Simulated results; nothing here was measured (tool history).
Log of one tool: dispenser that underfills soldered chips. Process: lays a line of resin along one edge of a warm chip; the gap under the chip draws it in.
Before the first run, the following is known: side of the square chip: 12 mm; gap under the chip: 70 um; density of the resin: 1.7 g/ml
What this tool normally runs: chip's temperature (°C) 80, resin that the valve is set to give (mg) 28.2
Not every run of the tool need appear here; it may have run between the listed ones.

run	day	chip's temperature (°C)	resin that the valve is set to give (mg)	time until the resin shows at the far edge (s)	resin that the valve gave (mg)
1	0.000	80	28.2	76.9	27.47
# day 0.096: new syringe of resin
2	0.200	80	28.2	57.2	27.50
3	0.375	80	28.2	68.1	27.26
4	0.571	80	28.2	79.0	27.24
# day 0.600: new syringe of resin
5	0.775	80	28.2	63.1	27.27
6	0.962	80	28.2	74.8	27.26
# day 1.100: new syringe of resin
7	1.188	80	28.2	55.2	27.16
8	1.300	80	28.2	62.7	27.40
9	1.442	80	28.2	70.7	26.92
# day 1.604: new syringe of resin
10	1.654	80	29.8	54.9	28.53
11	1.892	80	34.1	67.0	32.35
# day 2.100: new syringe of resin
12	2.121	80	34.1	53.6	32.46
13	2.288	80	26.7	62.6	25.24
14	2.550	90	28.2	57.4	26.78
# day 2.600: new syringe of resin
15	2.679	90	28.2	40.7	26.60
16	2.800	90	28.2	46.9	26.65
17	3.062	90	28.2	57.4	26.58
# day 3.100: new syringe of resin
18	3.250	80	26.9	61.2	25.29
19	3.375	80	26.9	69.9	25.35
# day 3.608: new syringe of resin
20	3.617	80	26.9	54.8	25.20
21	3.846	80	26.9	66.1	25.31
22	3.979	79	24.8	80.1	23.18
# day 4.121: new syringe of resin
23	4.250	88	28.5	46.6	26.60
24	4.508	93	28.9	49.3	26.77
# day 4.617: new syringe of resin
25	4.708	74	28.5	70.4	26.31
26	4.883	80	24.6	67.9	22.64
27	5.008	80	24.6	76.7	22.73
# day 5.129: new syringe of resin
28	5.208	77	24.4	63.7	22.47
29	5.388	79	28.5	67.6	26.08
# day 5.596: dispensing valve cleaned and set on the balance
30	5.600	79	28.5	78.7	28.70
# day 5.679: new syringe of resin
31	5.754	89	29.2	41.5	29.28
32	5.871	78	36.2	64.7	36.06
33	6.033	78	29.8	76.7	29.70

Predict the results of run 34:
# day 6.188: new syringe of resin
34	6.304	78	29.8	?	?

Logged for run 34: time until the resin shows at the far edge (s) 61.9, resin that the valve gave (mg) 29.76.
Had the tool carried no hidden state, the very same run would have given time until the resin shows at the far edge (s) 55.9, resin that the valve gave (mg) 29.98.
